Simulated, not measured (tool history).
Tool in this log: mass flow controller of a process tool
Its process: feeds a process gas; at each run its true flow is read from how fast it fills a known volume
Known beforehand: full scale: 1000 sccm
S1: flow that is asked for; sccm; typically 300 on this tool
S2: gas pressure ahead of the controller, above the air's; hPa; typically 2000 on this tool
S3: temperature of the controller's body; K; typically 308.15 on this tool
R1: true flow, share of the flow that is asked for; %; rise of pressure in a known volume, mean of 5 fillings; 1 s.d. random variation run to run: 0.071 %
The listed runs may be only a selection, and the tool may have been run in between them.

run,hour,S1,S2,S3,R1
1,0,300,2000,308.15,98.89
2,115.6,300,1750,308.15,99.12
3,190.6,300,1750,308.15,98.96
4,303.1,300,1750,308.15,99
5,355.8,300,1750,308.15,99.01
6,478.1,300,2000,308.15,98.92
7,587,487,2000,308.15,99.26
8,696.1,487,2000,308.15,99.34
9,813.6,487,2000,308.15,99.47
10,932.3,300,2000,308.15,98.78
11,1054.2,300,2000,308.15,98.77
12,1135.3,300,2000,308.15,98.79
13,1193.7,300,2000,308.15,98.71
14,1271.5,946,2000,308.15,100.19
15,1350.8,300,1630,308.15,98.98
16,1466.8,116,1630,308.15,97.5
17,1567.2,300,2000,308.15,98.71
18,1623.2,300,2750,308.15,98.42
19,1726.2,300,2750,294.15,97.92
20,1787,300,2750,294.15,97.94
21,1867.5,300,2000,296.15,98.18
22,1944.1,300,2000,299.15,98.34
23,1994,300,2000,299.15,98.31
24,2064.5,300,2000,299.15,98.21
25,2118.8,300,2000,299.15,98.31
26,2236.9,300,2000,299.15,98.25
27,2303.5,300,2000,299.15,98.28
28,2396.1,300,1720,299.15,98.29
29,2499.9,300,1860,294.15,97.88
30,2601.4,227,1800,303.15,98.01
31,2694.7,227,2680,303.15,97.61
32,2766.5,337,1520,306.15,98.7
33,2855.7,149,1860,299.15,96.81
34,2929.3,149,1860,299.15,96.74
35,3027.4,704,2000,295.15,99.19
36,3099.4,160,2680,296.15,96.44
37,3175.4,160,2680,296.15,96.57
38,3242,160,2680,296.15,96.48
39,3320.5,881,2590,297.15,99.45
40,3392.2,300,1440,308.15,98.41
41,3450.5,118,2000,303.15,95.92
42,3528.5,406,1420,304.15,98.86
43,3580.9,406,1420,304.15,98.78
44,3671,562,2660,305.15,98.97
45,3761.3,562,2660,305.15,98.95
46,3818.9,562,2660,305.15,98.85
47,3907.9,216,2040,294.15,97.02
48,3983.9,324,2750,301.15,97.75
49,4077.1,324,2750,301.15,97.81

Below are 3 alternative next runs, each starting from the tool's condition after run 49. Predict each:
A,4139.7,324,2550,309.15,?
B,4139.7,446,1800,296.15,?
C,4139.7,300,2000,296.15,?

run,R1
A,98.32
B,98.4
C,97.77
Had the tool no hidden state, the same runs would have come out as:
run,R1
A,99.46
B,99.18
C,99

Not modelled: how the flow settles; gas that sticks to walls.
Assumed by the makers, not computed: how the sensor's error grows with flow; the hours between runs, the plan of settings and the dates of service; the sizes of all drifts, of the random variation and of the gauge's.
